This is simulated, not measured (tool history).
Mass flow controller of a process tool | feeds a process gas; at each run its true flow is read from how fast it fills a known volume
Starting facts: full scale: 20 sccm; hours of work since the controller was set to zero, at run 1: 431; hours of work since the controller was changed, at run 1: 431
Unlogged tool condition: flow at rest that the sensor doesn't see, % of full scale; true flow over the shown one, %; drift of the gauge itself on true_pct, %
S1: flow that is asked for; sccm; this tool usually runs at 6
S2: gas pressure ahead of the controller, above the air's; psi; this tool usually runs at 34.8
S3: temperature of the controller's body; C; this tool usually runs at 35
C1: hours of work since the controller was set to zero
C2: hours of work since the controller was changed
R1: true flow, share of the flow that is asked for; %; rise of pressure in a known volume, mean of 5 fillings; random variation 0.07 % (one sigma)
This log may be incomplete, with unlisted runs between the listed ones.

run	hour	S1	S2	S3	C1	C2	R1
1	0.0	6	34.8	35	431	431	98.62
2	161.6	6	34.8	35	484	484	98.54
3	371.9	7	34.8	35	553	553	98.79
4	694.0	6	27.0	35	660	660	98.36
5	964.9	6	27.0	35	749	749	98.24
6	1243.2	3	34.8	35	841	841	97.33
7	1435.4	3	34.8	35	904	904	97.11
8	1665.4	3	34.8	35	980	980	97.16
9	1929.7	3	34.8	35	1067	1067	97.01
10	2178.5	3	34.8	35	1149	1149	96.79
11	2446.9	3	34.8	35	1237	1237	96.79
12	2755.7	6	25.2	35	1339	1339	97.99
13	2896.2	6	25.2	35	1386	1386	98.05
14	3147.0	6	25.2	35	1468	1468	98.09
15	3379.2	6	34.8	35	1545	1545	98.03
16	3566.1	6	28.3	35	1606	1606	98.01
17	3743.7	6	28.3	35	1665	1665	97.94
18	3924.4	6	28.3	35	1725	1725	98.11
19	4061.0	6	20.7	35	1770	1770	97.90
20	4368.8	13	38.4	25	1871	1871	99.33
21	4689.8	16	40.5	29	1977	1977	100.20
22	4851.3	3	30.6	35	2030	2030	95.89
23	5067.3	6	38.4	35	2101	2101	97.96
24	5316.9	10	23.4	37	2184	2184	99.24
25	5480.0	6	28.4	31	2237	2237	97.53
26	5706.8	17	34.8	35	2312	2312	100.81
27	5957.8	10	34.8	35	2395	2395	99.32
28	6190.1	10	28.4	25	2472	2472	98.51
29	6518.3	17	35.5	20	2580	2580	99.80
30	6803.2	5	22.9	35	2674	2674	97.11
31	7068.5	5	22.9	35	2761	2761	96.97
32	7223.2	5	20.9	30	2812	2812	96.60
33	7524.9	5	23.9	32	2912	2912	96.72
34	7800.8	3	29.4	32	3003	3003	94.50
35	7957.5	3	37.0	32	3054	3054	94.54
36	8164.0	3	37.0	32	3122	3122	94.41
37	8410.7	6	21.0	31	3204	3204	97.15
38	8651.3	6	34.8	30	3283	3283	97.26

Measured result minus the same run's result without the hidden state. Both carry the same run-to-run variation, though not necessarily the same gauge scatter:
run	R1
1	+0.00
2	-0.02
3	+0.01
4	-0.08
5	-0.12
6	-0.78
7	-0.85
8	-0.95
9	-1.06
10	-1.16
11	-1.28
12	-0.32
13	-0.34
14	-0.37
15	-0.38
16	-0.40
17	-0.43
18	-0.44
19	-0.46
20	+0.32
21	+0.48
22	-2.16
23	-0.56
24	+0.12
25	-0.60
26	+0.57
27	+0.12
28	+0.11
29	+0.63
30	-1.19
31	-1.23
32	-1.27
33	-1.31
34	-3.31
35	-3.38
36	-3.47
37	-0.94
38	-0.96

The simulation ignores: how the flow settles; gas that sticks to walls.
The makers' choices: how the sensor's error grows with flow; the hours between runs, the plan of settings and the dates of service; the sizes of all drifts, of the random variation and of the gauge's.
